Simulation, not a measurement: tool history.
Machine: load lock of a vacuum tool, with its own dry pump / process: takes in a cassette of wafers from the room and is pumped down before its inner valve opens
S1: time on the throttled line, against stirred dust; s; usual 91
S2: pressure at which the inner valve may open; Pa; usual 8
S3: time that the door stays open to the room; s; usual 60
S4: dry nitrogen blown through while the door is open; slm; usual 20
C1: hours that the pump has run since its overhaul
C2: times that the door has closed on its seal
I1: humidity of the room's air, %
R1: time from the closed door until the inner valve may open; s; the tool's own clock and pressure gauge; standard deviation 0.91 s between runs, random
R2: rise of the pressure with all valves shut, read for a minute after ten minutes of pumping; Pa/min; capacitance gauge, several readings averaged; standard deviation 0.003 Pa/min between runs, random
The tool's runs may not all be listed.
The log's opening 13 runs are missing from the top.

run,hour,S1,S2,S3,S4,C1,C2,I1,R1,R2
14,1290.2,91,8,33,20,13352,6416,46.4,145.2,0.021
15,1402.5,91,8,33,20,13465,6579,47.3,143.3,0.019
16,1514.4,91,8,33,20,13577,6742,44.2,142.4,0.019
17,1602.5,71,8,33,20,13665,6870,50.8,126.5,0.023
18,1687,71,8,33,20,13749,6992,45,126.9,0.016
19,1776,71,8,33,20,13838,7121,46.7,126.9,0.022
20,1872.2,66,8,33,20,13934,7261,44.4,120.8,0.017
21,1981.9,152,10,92,25,14044,7420,43,193.3,0.032
22,2104,152,14,165,29,14166,7598,43.7,194.1,0.03
23,2239.6,160,14,140,29,14302,7795,42.3,200.3,0.027
24,2365.1,160,14,140,29,14427,7977,47,201.1,0.033
25,2451.5,67,8,60,23,14514,8102,44.3,123.8,0.021
26,2518.6,67,14,109,23,14581,8200,46.8,119,0.031
27,2623.6,93,16,45,12,14686,8352,45.4,140.8,0.029
28,2730.8,91,8,60,26,14793,8508,44.4,143.9,0.014
29,2851.3,68,8,187,20,14913,8683,47.1,124.1,0.043
30,2974.8,91,8,143,38,15037,8862,42.5,143.8,0.025
31,3079.4,91,15,60,5,15142,9014,47.4,137.9,0.04
32,3194.1,91,6,85,5,15256,9181,48.1,145.5,0.047
33,3252.1,91,6,86,29,15314,9265,43.2,147.4,0.019
34,3380.5,91,7,86,8,15443,9451,44.5,144.9,0.04
35,3487.4,88,7,134,8,15550,9606,44.5,143.1,0.048
36,3564.2,91,8,60,16,15626,9718,42.6,145.1,0.027

Here are 4 independent what-if runs from the current tool condition. What would each one return?
A,3680,48,8,60,4,15742,9886,49.4,?,?
B,3680,58,8,60,16,15742,9886,48.1,?,?
C,3680,97,15,148,16,15742,9886,45.2,?,?
D,3680,91,10,30,7,15742,9886,49.2,?,?

run,R1,R2
A,104.4,0.046
B,114.4,0.033
C,143.7,0.044
D,141.3,0.031
What these runs would have given with no unlogged condition in the tool:
run,R1,R2
A,104.4,0.046
B,114.3,0.033
C,143.7,0.044
D,141.3,0.031

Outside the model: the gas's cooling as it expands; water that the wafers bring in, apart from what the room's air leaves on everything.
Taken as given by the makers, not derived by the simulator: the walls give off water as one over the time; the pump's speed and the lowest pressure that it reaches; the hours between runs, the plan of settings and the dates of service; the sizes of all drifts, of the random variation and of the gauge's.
